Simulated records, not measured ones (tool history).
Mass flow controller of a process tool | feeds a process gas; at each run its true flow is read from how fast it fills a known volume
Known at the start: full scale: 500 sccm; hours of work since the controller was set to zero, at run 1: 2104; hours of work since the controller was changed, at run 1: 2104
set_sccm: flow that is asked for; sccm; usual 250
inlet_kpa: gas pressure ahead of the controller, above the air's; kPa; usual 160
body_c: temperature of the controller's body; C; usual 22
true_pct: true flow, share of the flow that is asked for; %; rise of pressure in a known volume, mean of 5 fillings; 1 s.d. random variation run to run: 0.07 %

run,day,set_sccm,inlet_kpa,body_c,hours of work since the controller was set to zero,hours of work since the controller was changed,true_pct
1,0,250,160,22,2104,2104,98.66
2,2.717,61,160,22,2154,2154,97.49
3,4.483,61,160,22,2187,2187,97.59
4,6.779,250,160,22,2230,2230,98.68
5,8.7,250,160,22,2265,2265,98.74
6,11.058,250,160,22,2309,2309,98.68
7,13.125,250,160,22,2347,2347,98.73
8,15.388,250,160,21,2389,2389,98.85
9,18.038,250,160,22,2438,2438,98.69
10,20.271,250,160,22,2479,2479,98.63
11,23.038,250,141,33,2531,2531,97.36
12,25.4,250,141,33,2574,2574,97.18
13,28.392,450,258,31,2630,2630,99.37
14,32.008,88,218,29,2697,2697,97.34
15,34.442,250,240,24,2742,2742,98.98
16,36.279,250,160,34,2776,2776,97.34

Run 17 is up next; what results do you expect?
17,39.458,250,160,34,2835,2835,?

true_pct: 97.4 %
The same run, on a tool lacking any hidden state, would have yielded true_pct 97.4 %.

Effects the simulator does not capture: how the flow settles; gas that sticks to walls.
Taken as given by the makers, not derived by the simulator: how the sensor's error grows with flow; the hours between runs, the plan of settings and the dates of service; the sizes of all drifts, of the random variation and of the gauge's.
